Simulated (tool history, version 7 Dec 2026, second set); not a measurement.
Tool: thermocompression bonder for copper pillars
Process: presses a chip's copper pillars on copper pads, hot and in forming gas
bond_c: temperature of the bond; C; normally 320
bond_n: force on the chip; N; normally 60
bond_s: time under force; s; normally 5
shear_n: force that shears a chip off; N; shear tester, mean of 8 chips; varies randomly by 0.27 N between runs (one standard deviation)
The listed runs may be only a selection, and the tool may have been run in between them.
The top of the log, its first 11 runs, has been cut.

run,hour,bond_c,bond_n,bond_s,shear_n
12,369.1,320,60,8,53.4
13,406.7,320,60,3,36.4
14,437,320,60,3,36.5
# hour 461.8: forming gas filter changed
15,472.9,320,60,5,48.3
16,512.1,320,60,5,49
17,557.3,341,60,5,62.7
18,595.7,341,60,5,62.5
19,622.1,316,60,5,45.9
20,641.9,320,60,5,48.8
21,668.8,320,60,5,48.5
22,711.2,322,84,3,48.7
23,750,295,39,5,26.5
24,778.8,336,44,4,47
25,805.6,336,44,4,47.3
# hour 818.6: heater calibrated with a thermocouple chip
26,829.6,336,44,4,42.3
27,872.8,340,41,7,53.3
28,897.7,340,41,7,53.2
29,926.9,323,43,12,53.7
30,966.2,323,45,7,45
31,994.8,320,60,14,64
32,1017,295,60,6,32.7
33,1049.5,320,60,9,55
34,1090,320,47,5,38.8

Run 35, settings as shown, results not yet in. Your forecast:
35,1120.1,325,56,5,?

Run 35 gave shear_n 45.8 N.
If the tool had no hidden condition, the same run with the same run-to-run variation would have returned shear_n 47.6 N.

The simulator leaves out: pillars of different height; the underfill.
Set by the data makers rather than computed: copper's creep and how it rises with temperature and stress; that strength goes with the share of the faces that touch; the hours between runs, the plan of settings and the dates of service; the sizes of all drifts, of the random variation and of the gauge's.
